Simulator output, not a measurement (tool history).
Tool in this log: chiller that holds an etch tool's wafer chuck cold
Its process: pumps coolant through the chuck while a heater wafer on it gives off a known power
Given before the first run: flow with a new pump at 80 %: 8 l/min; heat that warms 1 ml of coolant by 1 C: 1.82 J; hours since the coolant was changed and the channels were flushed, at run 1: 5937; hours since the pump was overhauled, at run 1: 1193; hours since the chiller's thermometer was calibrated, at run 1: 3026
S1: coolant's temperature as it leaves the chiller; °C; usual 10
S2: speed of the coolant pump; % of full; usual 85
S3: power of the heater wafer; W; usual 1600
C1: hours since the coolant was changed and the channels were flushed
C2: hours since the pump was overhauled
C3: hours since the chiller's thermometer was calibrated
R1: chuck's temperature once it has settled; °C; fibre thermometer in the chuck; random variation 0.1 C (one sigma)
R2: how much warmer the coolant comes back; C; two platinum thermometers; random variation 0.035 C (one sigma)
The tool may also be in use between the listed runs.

Run 1, day 0.000: usual settings; C1 5937; C2 1193; C3 3026. Result: R1 25.0 °C, R2 6.25 C.
Run 2, day 2.467: usual settings; C1 5996; C2 1252; C3 3085. Result: R1 24.9 °C, R2 6.21 C.
Run 3, day 4.288: usual settings but S2 92 % of full; C1 6039; C2 1295; C3 3129. Result: R1 24.1 °C, R2 5.79 C.
Run 4, day 7.842: usual settings but S2 69 % of full; C1 6125; C2 1381; C3 3214. Result: R1 27.6 °C, R2 7.67 C.
Run 5, day 10.967: usual settings; C1 6200; C2 1456; C3 3289. Result: R1 25.0 °C, R2 6.29 C.
Run 6, day 13.433: usual settings but S1 12 °C; C1 6259; C2 1515; C3 3348. Result: R1 26.9 °C, R2 6.27 C.
Run 7, day 16.850: usual settings; C1 6341; C2 1597; C3 3430. Result: R1 25.0 °C, R2 6.24 C.
Run 8, day 20.062: usual settings; C1 6418; C2 1674; C3 3507. Result: R1 25.2 °C, R2 6.27 C.
Run 9, day 23.367: usual settings; C1 6497; C2 1753; C3 3587. Result: R1 25.0 °C, R2 6.26 C.
Run 10, day 25.871: usual settings; C1 6557; C2 1813; C3 3647. Result: R1 24.9 °C, R2 6.17 C.
Run 11, day 27.612: usual settings; C1 6599; C2 1855; C3 3688. Result: R1 24.9 °C, R2 6.23 C.
Run 12, day 30.525: usual settings but S2 76 % of full; C1 6669; C2 1925; C3 3758. Result: R1 26.4 °C, R2 6.95 C.
At day 31.283: chiller's thermometer calibrated.
Run 13, day 33.075: usual settings but S2 76 % of full; C1 6729; C2 1985; C3 43. Result: R1 26.4 °C, R2 6.91 C.
Run 14, day 37.108: usual settings but S2 76 % of full, S3 1530 W; C1 6826; C2 2082; C3 140. Result: R1 25.6 °C, R2 6.65 C.
Run 15, day 40.104: usual settings; C1 6898; C2 2154; C3 212. Result: R1 25.2 °C, R2 6.20 C.
Run 16, day 42.108: usual settings but S2 78 % of full; C1 6946; C2 2202; C3 260. Result: R1 26.2 °C, R2 6.80 C.
Run 17, day 45.858: usual settings but S2 78 % of full; C1 7036; C2 2292; C3 350. Result: R1 25.9 °C, R2 6.75 C.
Run 18, day 49.321: usual settings but S2 90 % of full, S3 1746 W; C1 7119; C2 2375; C3 433. Result: R1 25.5 °C, R2 6.39 C.
Run 19, day 52.833: usual settings but S2 77 % of full, S3 910 W; C1 7204; C2 2460; C3 517. Result: R1 19.1 °C, R2 3.92 C.
Run 20, day 55.679: usual settings but S3 1044 W; C1 7272; C2 2528; C3 585. Result: R1 19.7 °C, R2 4.01 C.
Run 21, day 58.338: usual settings but S3 1044 W; C1 7336; C2 2592; C3 649. Result: R1 19.8 °C, R2 4.02 C.
Run 22, day 62.212: usual settings but S1 16 °C, S2 84 % of full, S3 1471 W; C1 7429; C2 2685; C3 742. Result: R1 30.0 °C, R2 5.79 C.
Run 23, day 64.521: usual settings but S1 16 °C, S2 84 % of full, S3 1471 W; C1 7484; C2 2740; C3 798. Result: R1 30.0 °C, R2 5.78 C.
Run 24, day 66.696: usual settings but S1 16 °C, S2 71 % of full, S3 985 W; C1 7536; C2 2792; C3 850. Result: R1 26.6 °C, R2 4.62 C.
Run 25, day 69.233: usual settings but S2 86 % of full, S3 1100 W; C1 7597; C2 2853; C3 911. Result: R1 20.5 °C, R2 4.26 C.
Run 26, day 71.638: usual settings but S2 86 % of full, S3 1100 W; C1 7655; C2 2911; C3 968. Result: R1 20.2 °C, R2 4.19 C.
Run 27, day 73.900: usual settings but S1 4 °C, S2 72 % of full, S3 1798 W; C1 7709; C2 2965; C3 1023. Result: R1 23.4 °C, R2 8.28 C.
Run 28, day 76.975: usual settings but S1 4 °C, S2 72 % of full, S3 1798 W; C1 7783; C2 3039; C3 1097. Result: R1 23.3 °C, R2 8.20 C.
Run 29, day 79.417: usual settings but S1 4 °C, S2 72 % of full, S3 1798 W; C1 7842; C2 3098; C3 1155. Result: R1 23.5 °C, R2 8.21 C.
Run 30, day 81.971: usual settings but S1 2 °C, S3 1798 W; C1 7903; C2 3159; C3 1217. Result: R1 19.0 °C, R2 6.99 C.
Run 31, day 84.667: usual settings but S3 1252 W; C1 7968; C2 3224; C3 1281. Result: R1 21.8 °C, R2 4.87 C.
Run 32, day 87.833: usual settings but S2 71 % of full, S3 1074 W; C1 8044; C2 3300; C3 1357. Result: R1 21.6 °C, R2 4.99 C.

How the hidden state differs across the entries between the runs, from the last listed run before each to the first after it:
From run 12 to run 13: chiller's thermometer calibrated (day 31.283)
  nothing in the hidden state changes from one run to the other
